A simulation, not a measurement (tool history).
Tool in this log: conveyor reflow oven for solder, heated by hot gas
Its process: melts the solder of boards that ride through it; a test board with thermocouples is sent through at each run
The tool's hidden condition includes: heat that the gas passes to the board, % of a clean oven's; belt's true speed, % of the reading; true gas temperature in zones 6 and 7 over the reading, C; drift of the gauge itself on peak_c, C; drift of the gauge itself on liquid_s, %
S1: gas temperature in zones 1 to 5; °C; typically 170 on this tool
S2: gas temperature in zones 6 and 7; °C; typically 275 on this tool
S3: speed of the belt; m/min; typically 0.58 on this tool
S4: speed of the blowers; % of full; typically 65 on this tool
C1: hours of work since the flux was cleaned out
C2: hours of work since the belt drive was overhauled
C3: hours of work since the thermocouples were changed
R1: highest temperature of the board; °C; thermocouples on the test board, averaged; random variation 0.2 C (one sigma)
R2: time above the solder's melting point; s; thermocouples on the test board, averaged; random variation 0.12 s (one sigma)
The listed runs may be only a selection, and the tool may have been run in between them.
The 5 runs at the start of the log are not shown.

| run | hour | S1 | S2 | S3 | S4 | C1 | C2 | C3 | R1 | R2 |
|---|---|---|---|---|---|---|---|---|---|---|
| 6 | 115.6 | 181 | 268 | 0.58 | 65 | 266 | 708 | 588 | 251.7 | 48.3 |
| 7 | 128.7 | 181 | 268 | 0.58 | 65 | 274 | 716 | 596 | 252.1 | 48.2 |
| 8 | 143.1 | 181 | 268 | 0.58 | 65 | 283 | 725 | 605 | 252.0 | 48.1 |
| 9 | 161.8 | 182 | 275 | 0.58 | 65 | 296 | 737 | 617 | 258.1 | 51.8 |
| 10 | 174.5 | 182 | 275 | 0.58 | 65 | 304 | 746 | 626 | 257.7 | 51.9 |
| 11 | 197.9 | 166 | 275 | 0.58 | 65 | 319 | 761 | 641 | 254.5 | 45.3 |
| 12 | 221.2 | 170 | 286 | 0.58 | 65 | 334 | 776 | 656 | 264.6 | 51.6 |
|  | 230.9 | flux residue cleaned out of gas plates and filters |
| 13 | 238.9 | 170 | 286 | 0.58 | 65 | 5 | 784 | 664 | 268.7 | 53.5 |
| 14 | 260.3 | 170 | 286 | 0.58 | 65 | 19 | 798 | 678 | 268.5 | 53.4 |
| 15 | 277.6 | 170 | 275 | 0.58 | 65 | 30 | 809 | 689 | 258.8 | 49.1 |
| 16 | 304.0 | 168 | 272 | 0.58 | 57 | 47 | 826 | 706 | 252.8 | 44.7 |

What will run 17 give?
| 17 | 317.8 | 168 | 272 | 0.58 | 57 | 56 | 834 | 715 | ? | ? |

{"run 17": {"R1": 252.5, "R2": 44.6}}
The same run, on a tool lacking any hidden state, would have yielded R1 251.5 °C, R2 43.7 s.
